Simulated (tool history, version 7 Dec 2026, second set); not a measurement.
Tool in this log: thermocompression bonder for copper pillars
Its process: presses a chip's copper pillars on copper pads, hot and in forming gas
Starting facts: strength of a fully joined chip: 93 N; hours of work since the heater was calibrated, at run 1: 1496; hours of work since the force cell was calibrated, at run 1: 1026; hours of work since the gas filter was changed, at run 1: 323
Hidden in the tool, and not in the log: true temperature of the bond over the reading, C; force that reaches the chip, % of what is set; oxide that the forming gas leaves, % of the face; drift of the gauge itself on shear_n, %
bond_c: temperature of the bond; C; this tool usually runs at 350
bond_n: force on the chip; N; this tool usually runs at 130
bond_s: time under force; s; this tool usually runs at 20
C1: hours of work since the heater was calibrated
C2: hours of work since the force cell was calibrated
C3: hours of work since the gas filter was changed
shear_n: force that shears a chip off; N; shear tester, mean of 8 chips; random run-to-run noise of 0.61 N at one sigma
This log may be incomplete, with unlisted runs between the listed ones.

{"run": 1, "hour": 0.0, "bond_c": 350, "bond_n": 130, "bond_s": 20, "C1": 1496, "C2": 1026, "C3": 323, "shear_n": 44.9}
{"run": 2, "hour": 65.1, "bond_c": 350, "bond_n": 130, "bond_s": 20, "C1": 1533, "C2": 1063, "C3": 360, "shear_n": 44.8}
{"hour": 134.8, "done": "heater calibrated with a thermocouple chip"}
{"run": 3, "hour": 136.1, "bond_c": 350, "bond_n": 130, "bond_s": 20, "C1": 1, "C2": 1103, "C3": 400, "shear_n": 41.4}
{"hour": 205.3, "done": "forming gas filter changed"}
{"run": 4, "hour": 210.2, "bond_c": 370, "bond_n": 130, "bond_s": 20, "C1": 43, "C2": 1145, "C3": 3, "shear_n": 50.9}
{"run": 5, "hour": 266.1, "bond_c": 350, "bond_n": 130, "bond_s": 20, "C1": 75, "C2": 1177, "C3": 35, "shear_n": 44.2}
{"run": 6, "hour": 312.5, "bond_c": 350, "bond_n": 130, "bond_s": 20, "C1": 101, "C2": 1203, "C3": 61, "shear_n": 43.2}
{"run": 7, "hour": 359.9, "bond_c": 350, "bond_n": 91, "bond_s": 20, "C1": 129, "C2": 1231, "C3": 88, "shear_n": 36.6}
{"run": 8, "hour": 432.8, "bond_c": 350, "bond_n": 91, "bond_s": 20, "C1": 170, "C2": 1272, "C3": 130, "shear_n": 35.7}
{"hour": 439.7, "done": "force cell calibrated"}
{"run": 9, "hour": 491.2, "bond_c": 325, "bond_n": 190, "bond_s": 20, "C1": 203, "C2": 29, "C3": 163, "shear_n": 42.7}
{"run": 10, "hour": 543.2, "bond_c": 325, "bond_n": 106, "bond_s": 59, "C1": 233, "C2": 59, "C3": 193, "shear_n": 47.3}
{"run": 11, "hour": 604.6, "bond_c": 350, "bond_n": 98, "bond_s": 20, "C1": 268, "C2": 94, "C3": 228, "shear_n": 37.8}

Alternative continuations, all from the tool just after run 11; predict every row:
{"run": "A", "hour": 639.0, "bond_c": 339, "bond_n": 122, "bond_s": 21, "C1": 287, "C2": 114, "C3": 247, "shear_n": "?"}
{"run": "B", "hour": 639.0, "bond_c": 379, "bond_n": 180, "bond_s": 12, "C1": 287, "C2": 114, "C3": 247, "shear_n": "?"}
{"run": "C", "hour": 639.0, "bond_c": 335, "bond_n": 130, "bond_s": 24, "C1": 287, "C2": 114, "C3": 247, "shear_n": "?"}
{"run": "D", "hour": 639.0, "bond_c": 369, "bond_n": 130, "bond_s": 45, "C1": 287, "C2": 114, "C3": 247, "shear_n": "?"}

run=A shear_n=37.9
run=B shear_n=50.5
run=C shear_n=40.8
run=D shear_n=62.0
The same runs, with their run-to-run variation unchanged, on a tool lacking any hidden condition would have given:
run=A shear_n=40.3
run=B shear_n=53.5
run=C shear_n=43.4
run=D shear_n=65.4
